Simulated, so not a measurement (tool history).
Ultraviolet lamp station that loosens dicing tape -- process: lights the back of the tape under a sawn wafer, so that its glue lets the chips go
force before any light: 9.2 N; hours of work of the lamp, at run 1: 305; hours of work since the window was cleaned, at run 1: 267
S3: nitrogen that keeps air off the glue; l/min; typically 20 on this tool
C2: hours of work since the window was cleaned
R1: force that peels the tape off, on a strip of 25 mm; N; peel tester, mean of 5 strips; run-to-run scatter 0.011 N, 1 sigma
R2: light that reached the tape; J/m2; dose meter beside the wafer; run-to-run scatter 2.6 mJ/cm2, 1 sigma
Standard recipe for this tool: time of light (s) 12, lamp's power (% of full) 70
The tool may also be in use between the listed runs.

run 1 hour=0.0 | time_of_light_(s)=12 lamp's_power_(%_of_full)=70 S3=20 | hours_of_work_of_the_lamp=305 C2=267 | R1=0.910 R2=2490
run 2 hour=21.9 | time_of_light_(s)=12 lamp's_power_(%_of_full)=70 S3=20 | hours_of_work_of_the_lamp=315 C2=278 | R1=0.940 R2=2470
run 3 hour=52.4 | time_of_light_(s)=12 lamp's_power_(%_of_full)=70 S3=20 | hours_of_work_of_the_lamp=331 C2=293 | R1=0.937 R2=2470
run 4 hour=83.3 | time_of_light_(s)=12 lamp's_power_(%_of_full)=70 S3=20 | hours_of_work_of_the_lamp=346 C2=309 | R1=1.013 R2=2410
run 5 hour=114.9 | time_of_light_(s)=12 lamp's_power_(%_of_full)=70 S3=20 | hours_of_work_of_the_lamp=362 C2=324 | R1=0.981 R2=2370
run 6 hour=131.0 | time_of_light_(s)=12 lamp's_power_(%_of_full)=70 S3=20 | hours_of_work_of_the_lamp=369 C2=332 | R1=1.023 R2=2360
run 7 hour=163.1 | time_of_light_(s)=12 lamp's_power_(%_of_full)=70 S3=13 | hours_of_work_of_the_lamp=385 C2=348 | R1=1.451 R2=2330
run 8 hour=189.6 | time_of_light_(s)=12 lamp's_power_(%_of_full)=70 S3=13 | hours_of_work_of_the_lamp=398 C2=361 | R1=1.501 R2=2340
run 9 hour=206.0 | time_of_light_(s)=12 lamp's_power_(%_of_full)=70 S3=13 | hours_of_work_of_the_lamp=407 C2=369 | R1=1.491 R2=2280
run 10 hour=233.6 | time_of_light_(s)=12 lamp's_power_(%_of_full)=70 S3=7 | hours_of_work_of_the_lamp=420 C2=383 | R1=2.161 R2=2300
run 11 hour=247.5 | time_of_light_(s)=12 lamp's_power_(%_of_full)=70 S3=7 | hours_of_work_of_the_lamp=427 C2=390 | R1=2.398 R2=2240
run 12 hour=279.8 | time_of_light_(s)=12 lamp's_power_(%_of_full)=70 S3=7 | hours_of_work_of_the_lamp=443 C2=406 | R1=2.201 R2=2220
run 13 hour=310.2 | time_of_light_(s)=12 lamp's_power_(%_of_full)=70 S3=7 | hours_of_work_of_the_lamp=458 C2=421 | R1=2.362 R2=2200
-- hour=320.0 window cleaned of glue's vapour
run 14 hour=325.2 | time_of_light_(s)=12 lamp's_power_(%_of_full)=70 S3=13 | hours_of_work_of_the_lamp=465 C2=3 | R1=1.359 R2=2400
run 15 hour=345.8 | time_of_light_(s)=12 lamp's_power_(%_of_full)=70 S3=13 | hours_of_work_of_the_lamp=475 C2=13 | R1=1.393 R2=2320
run 16 hour=372.3 | time_of_light_(s)=12 lamp's_power_(%_of_full)=70 S3=13 | hours_of_work_of_the_lamp=489 C2=26 | R1=1.404 R2=2370
run 17 hour=400.5 | time_of_light_(s)=9 lamp's_power_(%_of_full)=70 S3=20 | hours_of_work_of_the_lamp=503 C2=40 | R1=1.812 R2=1730
run 18 hour=415.2 | time_of_light_(s)=9 lamp's_power_(%_of_full)=70 S3=20 | hours_of_work_of_the_lamp=510 C2=47 | R1=1.821 R2=1730
run 19 hour=439.9 | time_of_light_(s)=12 lamp's_power_(%_of_full)=70 S3=30 | hours_of_work_of_the_lamp=522 C2=59 | R1=0.857 R2=2240
run 20 hour=461.1 | time_of_light_(s)=19 lamp's_power_(%_of_full)=70 S3=20 | hours_of_work_of_the_lamp=532 C2=70 | R1=0.410 R2=3570
run 21 hour=478.1 | time_of_light_(s)=19 lamp's_power_(%_of_full)=70 S3=20 | hours_of_work_of_the_lamp=541 C2=78 | R1=0.419 R2=3510
run 22 hour=499.5 | time_of_light_(s)=19 lamp's_power_(%_of_full)=70 S3=20 | hours_of_work_of_the_lamp=551 C2=89 | R1=0.418 R2=3470
run 23 hour=524.8 | time_of_light_(s)=6 lamp's_power_(%_of_full)=71 S3=30 | hours_of_work_of_the_lamp=564 C2=101 | R1=2.725 R2=1090
run 24 hour=549.1 | time_of_light_(s)=20 lamp's_power_(%_of_full)=93 S3=20 | hours_of_work_of_the_lamp=576 C2=113 | R1=0.227 R2=4690
run 25 hour=582.4 | time_of_light_(s)=20 lamp's_power_(%_of_full)=93 S3=20 | hours_of_work_of_the_lamp=592 C2=130 | R1=0.223 R2=4670
run 26 hour=604.9 | time_of_light_(s)=12 lamp's_power_(%_of_full)=62 S3=20 | hours_of_work_of_the_lamp=604 C2=141 | R1=1.608 R2=1820

What does the tool deliver on the next run?
run 27 hour=634.1 | time_of_light_(s)=17 lamp's_power_(%_of_full)=76 S3=20 | hours_of_work_of_the_lamp=618 C2=155 | R1=? R2=?

R1: 0.542 N
R2: 3130 J/m2
Without the tool's hidden state the same run would have given R1 0.204 N, R2 4940 J/m2.

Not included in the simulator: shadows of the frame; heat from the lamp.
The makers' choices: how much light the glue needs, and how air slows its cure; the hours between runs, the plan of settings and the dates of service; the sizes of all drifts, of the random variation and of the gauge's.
